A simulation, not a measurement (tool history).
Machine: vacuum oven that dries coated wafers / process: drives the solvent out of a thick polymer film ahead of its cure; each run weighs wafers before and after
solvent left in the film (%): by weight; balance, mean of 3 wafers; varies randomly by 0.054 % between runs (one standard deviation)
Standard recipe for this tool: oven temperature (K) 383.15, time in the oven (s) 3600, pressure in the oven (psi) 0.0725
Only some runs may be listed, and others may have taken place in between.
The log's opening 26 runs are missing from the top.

run 27 hour=291.1 | oven_temperature_(K)=380.15 time_in_the_oven_(s)=3660 pressure_in_the_oven_(psi)=0.1651 | solvent_left_in_the_film_(%)=3.50
run 28 hour=298.1 | oven_temperature_(K)=387.15 time_in_the_oven_(s)=2520 pressure_in_the_oven_(psi)=0.0725 | solvent_left_in_the_film_(%)=2.78
run 29 hour=311.9 | oven_temperature_(K)=387.15 time_in_the_oven_(s)=2520 pressure_in_the_oven_(psi)=0.0725 | solvent_left_in_the_film_(%)=2.78
run 30 hour=322.0 | oven_temperature_(K)=387.15 time_in_the_oven_(s)=2520 pressure_in_the_oven_(psi)=0.0725 | solvent_left_in_the_film_(%)=2.91
run 31 hour=332.6 | oven_temperature_(K)=382.15 time_in_the_oven_(s)=2760 pressure_in_the_oven_(psi)=0.1629 | solvent_left_in_the_film_(%)=4.28
run 32 hour=344.3 | oven_temperature_(K)=382.15 time_in_the_oven_(s)=2760 pressure_in_the_oven_(psi)=0.1629 | solvent_left_in_the_film_(%)=4.17
run 33 hour=354.5 | oven_temperature_(K)=382.15 time_in_the_oven_(s)=4500 pressure_in_the_oven_(psi)=0.1836 | solvent_left_in_the_film_(%)=2.20
run 34 hour=364.8 | oven_temperature_(K)=385.15 time_in_the_oven_(s)=2700 pressure_in_the_oven_(psi)=0.0777 | solvent_left_in_the_film_(%)=3.09
run 35 hour=373.0 | oven_temperature_(K)=385.15 time_in_the_oven_(s)=2700 pressure_in_the_oven_(psi)=0.0777 | solvent_left_in_the_film_(%)=3.06
run 36 hour=388.6 | oven_temperature_(K)=380.15 time_in_the_oven_(s)=4860 pressure_in_the_oven_(psi)=0.0473 | solvent_left_in_the_film_(%)=1.67
run 37 hour=395.5 | oven_temperature_(K)=376.15 time_in_the_oven_(s)=4380 pressure_in_the_oven_(psi)=0.2057 | solvent_left_in_the_film_(%)=4.04
run 38 hour=405.1 | oven_temperature_(K)=390.15 time_in_the_oven_(s)=3600 pressure_in_the_oven_(psi)=0.1601 | solvent_left_in_the_film_(%)=1.37
run 39 hour=413.1 | oven_temperature_(K)=390.15 time_in_the_oven_(s)=3600 pressure_in_the_oven_(psi)=0.1601 | solvent_left_in_the_film_(%)=1.31
run 40 hour=422.6 | oven_temperature_(K)=374.15 time_in_the_oven_(s)=5940 pressure_in_the_oven_(psi)=0.1603 | solvent_left_in_the_film_(%)=2.95
run 41 hour=435.9 | oven_temperature_(K)=373.15 time_in_the_oven_(s)=6060 pressure_in_the_oven_(psi)=0.0725 | solvent_left_in_the_film_(%)=2.65
run 42 hour=447.8 | oven_temperature_(K)=396.15 time_in_the_oven_(s)=3360 pressure_in_the_oven_(psi)=0.0843 | solvent_left_in_the_film_(%)=0.61
run 43 hour=463.8 | oven_temperature_(K)=396.15 time_in_the_oven_(s)=3360 pressure_in_the_oven_(psi)=0.0843 | solvent_left_in_the_film_(%)=0.62
run 44 hour=478.1 | oven_temperature_(K)=371.15 time_in_the_oven_(s)=3600 pressure_in_the_oven_(psi)=0.1047 | solvent_left_in_the_film_(%)=6.48
run 45 hour=490.6 | oven_temperature_(K)=372.15 time_in_the_oven_(s)=5040 pressure_in_the_oven_(psi)=0.1507 | solvent_left_in_the_film_(%)=4.43
run 46 hour=503.7 | oven_temperature_(K)=390.15 time_in_the_oven_(s)=4080 pressure_in_the_oven_(psi)=0.1385 | solvent_left_in_the_film_(%)=1.04
run 47 hour=518.2 | oven_temperature_(K)=390.15 time_in_the_oven_(s)=4080 pressure_in_the_oven_(psi)=0.1385 | solvent_left_in_the_film_(%)=0.97
run 48 hour=525.3 | oven_temperature_(K)=390.15 time_in_the_oven_(s)=4920 pressure_in_the_oven_(psi)=0.1606 | solvent_left_in_the_film_(%)=0.86

Branching from run 48: 3 alternative next runs. What would each branch give?
run A hour=535.0 | oven_temperature_(K)=390.15 time_in_the_oven_(s)=4920 pressure_in_the_oven_(psi)=0.0576 | solvent_left_in_the_film_(%)=?
run B hour=535.0 | oven_temperature_(K)=378.15 time_in_the_oven_(s)=5160 pressure_in_the_oven_(psi)=0.1606 | solvent_left_in_the_film_(%)=?
run C hour=535.0 | oven_temperature_(K)=391.15 time_in_the_oven_(s)=3420 pressure_in_the_oven_(psi)=0.1606 | solvent_left_in_the_film_(%)=?

run=A solvent_left_in_the_film_(%)=0.51
run=B solvent_left_in_the_film_(%)=2.55
run=C solvent_left_in_the_film_(%)=1.27
With no hidden state in the tool, these same runs would have given:
run=A solvent_left_in_the_film_(%)=0.38
run=B solvent_left_in_the_film_(%)=2.20
run=C solvent_left_in_the_film_(%)=1.08

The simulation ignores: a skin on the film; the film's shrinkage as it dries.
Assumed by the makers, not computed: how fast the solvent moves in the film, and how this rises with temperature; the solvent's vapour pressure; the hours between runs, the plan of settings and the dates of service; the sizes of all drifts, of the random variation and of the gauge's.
